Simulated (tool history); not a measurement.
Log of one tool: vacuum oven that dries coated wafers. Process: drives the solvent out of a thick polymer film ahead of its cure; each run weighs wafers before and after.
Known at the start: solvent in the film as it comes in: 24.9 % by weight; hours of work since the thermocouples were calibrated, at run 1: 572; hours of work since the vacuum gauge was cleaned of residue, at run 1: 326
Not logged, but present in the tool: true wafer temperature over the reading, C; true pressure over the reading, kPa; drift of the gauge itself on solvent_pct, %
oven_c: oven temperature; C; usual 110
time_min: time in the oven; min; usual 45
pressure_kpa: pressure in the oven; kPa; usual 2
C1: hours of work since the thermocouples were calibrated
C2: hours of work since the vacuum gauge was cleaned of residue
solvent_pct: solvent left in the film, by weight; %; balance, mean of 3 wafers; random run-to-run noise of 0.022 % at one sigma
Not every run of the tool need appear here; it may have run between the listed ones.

Run 1, hour 0: usual settings; C1 572; C2 326. Result: solvent_pct 2.3 %.
Run 2, hour 20.7: usual settings; C1 581; C2 334. Result: solvent_pct 2.27 %.
Run 3, hour 33.8: usual settings; C1 586; C2 340. Result: solvent_pct 2.26 %.
Run 4, hour 52: usual settings; C1 594; C2 347. Result: solvent_pct 2.28 %.
Run 5, hour 66.2: usual settings; C1 599; C2 353. Result: solvent_pct 2.29 %.
Run 6, hour 81.8: usual settings; C1 606; C2 360. Result: solvent_pct 2.29 %.
Run 7, hour 90.7: usual settings but time_min 54 min; C1 610; C2 363. Result: solvent_pct 1.66 %.
Run 8, hour 103.9: usual settings; C1 615; C2 369. Result: solvent_pct 2.3 %.
Run 9, hour 114.1: usual settings; C1 619; C2 373. Result: solvent_pct 2.32 %.
Run 10, hour 128.6: usual settings but time_min 43 min; C1 625; C2 379. Result: solvent_pct 2.55 %.
Run 11, hour 146.8: usual settings but time_min 43 min; C1 633; C2 386. Result: solvent_pct 2.51 %.
Run 12, hour 166.7: usual settings; C1 641; C2 395. Result: solvent_pct 2.3 %.
Run 13, hour 179.2: usual settings; C1 646; C2 400. Result: solvent_pct 2.32 %.
Run 14, hour 198.4: usual settings but time_min 39 min; C1 654; C2 408. Result: solvent_pct 2.99 %.
Run 15, hour 219: usual settings but time_min 39 min; C1 662; C2 416. Result: solvent_pct 2.95 %.
Run 16, hour 235.2: usual settings but time_min 73 min; C1 669; C2 423. Result: solvent_pct 0.99 %.
Run 17, hour 246: usual settings; C1 674; C2 427. Result: solvent_pct 2.35 %.
Run 18, hour 266.8: usual settings but time_min 69 min; C1 682; C2 436. Result: solvent_pct 1.1 %.
Run 19, hour 278.8: usual settings but time_min 69 min; C1 687; C2 441. Result: solvent_pct 1.08 %.
Run 20, hour 297.2: usual settings but pressure_kpa 7.66 kPa; C1 695; C2 448. Result: solvent_pct 3.84 %.
Run 21, hour 319.1: usual settings but pressure_kpa 7.66 kPa; C1 704; C2 458. Result: solvent_pct 3.87 %.
Run 22, hour 331.7: usual settings but pressure_kpa 5.2 kPa; C1 709; C2 463. Result: solvent_pct 3.23 %.
Run 23, hour 348.1: usual settings but pressure_kpa 5.2 kPa; C1 716; C2 469. Result: solvent_pct 3.21 %.
Run 24, hour 357.7: usual settings but oven_c 101 C, time_min 24 min; C1 720; C2 473. Result: solvent_pct 10.05 %.
At hour 360.2: vacuum gauge cleaned of residue and calibrated.
Run 25, hour 375.2: usual settings but oven_c 121 C, time_min 24 min, pressure_kpa 5.91 kPa; C1 726; C2 6. Result: solvent_pct 2.89 %.
Run 26, hour 384.8: usual settings but oven_c 97 C, time_min 50 min, pressure_kpa 1.4 kPa; C1 730; C2 10. Result: solvent_pct 6.59 %.
Run 27, hour 397.3: usual settings but oven_c 105 C, time_min 62 min, pressure_kpa 2.48 kPa; C1 735; C2 15. Result: solvent_pct 2.55 %.
Run 28, hour 415.9: usual settings but oven_c 105 C, time_min 62 min, pressure_kpa 2.48 kPa; C1 743; C2 23. Result: solvent_pct 2.57 %.
Run 29, hour 432: usual settings but pressure_kpa 1.92 kPa; C1 750; C2 30. Result: solvent_pct 2.35 %.
Run 30, hour 441.3: usual settings but pressure_kpa 1.92 kPa; C1 754; C2 33. Result: solvent_pct 2.35 %.
At hour 444.1: vacuum gauge cleaned of residue and calibrated, once more.
Run 31, hour 457.5: usual settings but oven_c 104 C; C1 760; C2 5. Result: solvent_pct 4.32 %.
Run 32, hour 471.3: usual settings but oven_c 104 C; C1 765; C2 11. Result: solvent_pct 4.28 %.
Run 33, hour 492.3: usual settings but oven_c 104 C; C1 774; C2 20. Result: solvent_pct 4.3 %.
Run 34, hour 504.6: usual settings but oven_c 104 C, time_min 65 min, pressure_kpa 1.07 kPa; C1 779; C2 25. Result: solvent_pct 2.12 %.
Run 35, hour 525.6: usual settings but oven_c 104 C, time_min 41 min, pressure_kpa 3.64 kPa; C1 788; C2 34. Result: solvent_pct 5.36 %.
Run 36, hour 541.4: usual settings but oven_c 99 C, time_min 28 min, pressure_kpa 2.26 kPa; C1 794; C2 40. Result: solvent_pct 9.91 %.
Run 37, hour 557.5: usual settings but oven_c 97 C, time_min 43 min, pressure_kpa 3.8 kPa; C1 801; C2 47. Result: solvent_pct 8.45 %.
Run 38, hour 578.8: usual settings but oven_c 97 C, time_min 43 min, pressure_kpa 3.8 kPa; C1 810; C2 56. Result: solvent_pct 8.33 %.
Run 39, hour 591.6: usual settings but oven_c 121 C, time_min 29 min, pressure_kpa 2.68 kPa; C1 815; C2 61. Result: solvent_pct 1.53 %.
Run 40, hour 611.1: usual settings but oven_c 120 C, time_min 41 min, pressure_kpa 5.64 kPa; C1 823; C2 69. Result: solvent_pct 1.56 %.
At hour 618.6: oven's thermocouples calibrated.
Run 41, hour 629.7: usual settings but oven_c 113 C, time_min 41 min, pressure_kpa 4.16 kPa; C1 5; C2 76. Result: solvent_pct 2.38 %.
Run 42, hour 645.4: usual settings but oven_c 107 C; C1 11; C2 82. Result: solvent_pct 3.13 %.
Run 43, hour 657.7: usual settings but oven_c 106 C, time_min 42 min, pressure_kpa 1.03 kPa; C1 16; C2 87. Result: solvent_pct 3.55 %.
Run 44, hour 672.4: usual settings but oven_c 106 C, time_min 42 min, pressure_kpa 1.03 kPa; C1 22; C2 93. Result: solvent_pct 3.64 %.
Run 45, hour 689.5: usual settings but oven_c 102 C, time_min 42 min, pressure_kpa 1.03 kPa; C1 29; C2 100. Result: solvent_pct 5.19 %.
Run 46, hour 705.3: usual settings but time_min 78 min, pressure_kpa 1 kPa; C1 36; C2 107. Result: solvent_pct 0.59 %.

For each entry between runs, how does the tool's hidden state at the last listed run before it compare with that at the first listed run after it?
Runs 24 to 25: vacuum gauge cleaned of residue and calibrated (hour 360.2)
  true pressure over the reading, kPa: 0.198 -> 0.313
  measured value less the no-hidden-state value, solvent_pct: +0.1 -> +0.09 %
Runs 30 to 31: vacuum gauge cleaned of residue and calibrated, once more (hour 444.1)
  true wafer temperature over the reading, C: -0.13 -> -0.14; true pressure over the reading, kPa: 0.325 -> 0.004
  measured value less the no-hidden-state value, solvent_pct: +0.12 -> +0.06 %
Runs 40 to 41: oven's thermocouples calibrated (hour 618.6)
  true wafer temperature over the reading, C: -0.19 -> 0.11; true pressure over the reading, kPa: 0.031 -> 0.034
  measured value less the no-hidden-state value, solvent_pct: +0.03 -> -0.01 %
